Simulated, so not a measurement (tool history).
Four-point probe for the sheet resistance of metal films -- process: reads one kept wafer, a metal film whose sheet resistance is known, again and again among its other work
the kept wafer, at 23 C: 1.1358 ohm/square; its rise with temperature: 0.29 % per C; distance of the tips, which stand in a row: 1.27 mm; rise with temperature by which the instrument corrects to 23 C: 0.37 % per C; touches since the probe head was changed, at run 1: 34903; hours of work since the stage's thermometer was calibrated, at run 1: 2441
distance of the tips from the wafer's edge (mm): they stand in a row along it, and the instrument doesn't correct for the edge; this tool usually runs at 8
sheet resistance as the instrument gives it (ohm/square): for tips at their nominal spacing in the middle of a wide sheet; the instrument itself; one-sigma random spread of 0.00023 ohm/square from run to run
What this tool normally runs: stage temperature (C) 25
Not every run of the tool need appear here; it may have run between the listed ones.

run    hour  stage temperature (C)  distance of the tips from the wafer's edge (mm)  touches since the probe head was changed  hours of work since the stage's thermometer was calibrated  sheet resistance as the instrument gives it (ohm/square)
  1       0                     25                                                8                                     34903                                                        2441                                                  1.156019
  2    99.5                     25                                                8                                     36083                                                        2494                                                  1.156305
  3   171.8                     25                                                4                                     36939                                                        2532                                                  1.199334
  4   242.7                     25                                                4                                     37780                                                        2570                                                  1.199514
  5   312.6                     25                                                4                                     38608                                                        2607                                                  1.199539
      319.8  -- stage's thermometer calibrated
  6   393.3                     25                                                4                                     39558                                                          39                                                  1.200735
  7   449.5                     25                                               66                                     40225                                                          69                                                  1.142195
  8   512.1                     25                                               66                                     40966                                                         102                                                  1.141934
  9   579.2                     27                                               66                                     41761                                                         138                                                  1.140238
 10   679.4                     27                                               66                                     42949                                                         191                                                  1.140724
 11   754.6                     19                                               18                                     43840                                                         231                                                  1.151107
 12   829.6                     19                                               18                                     44729                                                         270                                                   1.15099
      846.7  -- stage's thermometer calibrated, once more
 13   942.9                     19                                               18                                     46066                                                          51                                                  1.148368
 14  1008.9                     24                                               32                                     46848                                                          86                                                  1.141539
 15  1097.4                     25                                               21                                     47897                                                         133                                                  1.142101

Predict each of these 4 candidate next runs independently; none follows another, all start after run 15:
  A  1168                     20                                               33                                     48734                                                         170                                                         ?
  B  1168                     32                                               13                                     48734                                                         170                                                         ?
  C  1168                     25                                                3                                     48734                                                         170                                                         ?
  D  1168                     19                                               29                                     48734                                                         170                                                         ?

run  sheet resistance as the instrument gives it (ohm/square)
  A                                                  1.145308
  B                                                  1.139423
  C                                                  1.238758
  D                                                  1.146809
Without the tool's unlogged condition, the same runs would have read:
run  sheet resistance as the instrument gives it (ohm/square)
  A                                                  1.139572
  B                                                  1.133713
  C                                                    1.2326
  D                                                  1.141067

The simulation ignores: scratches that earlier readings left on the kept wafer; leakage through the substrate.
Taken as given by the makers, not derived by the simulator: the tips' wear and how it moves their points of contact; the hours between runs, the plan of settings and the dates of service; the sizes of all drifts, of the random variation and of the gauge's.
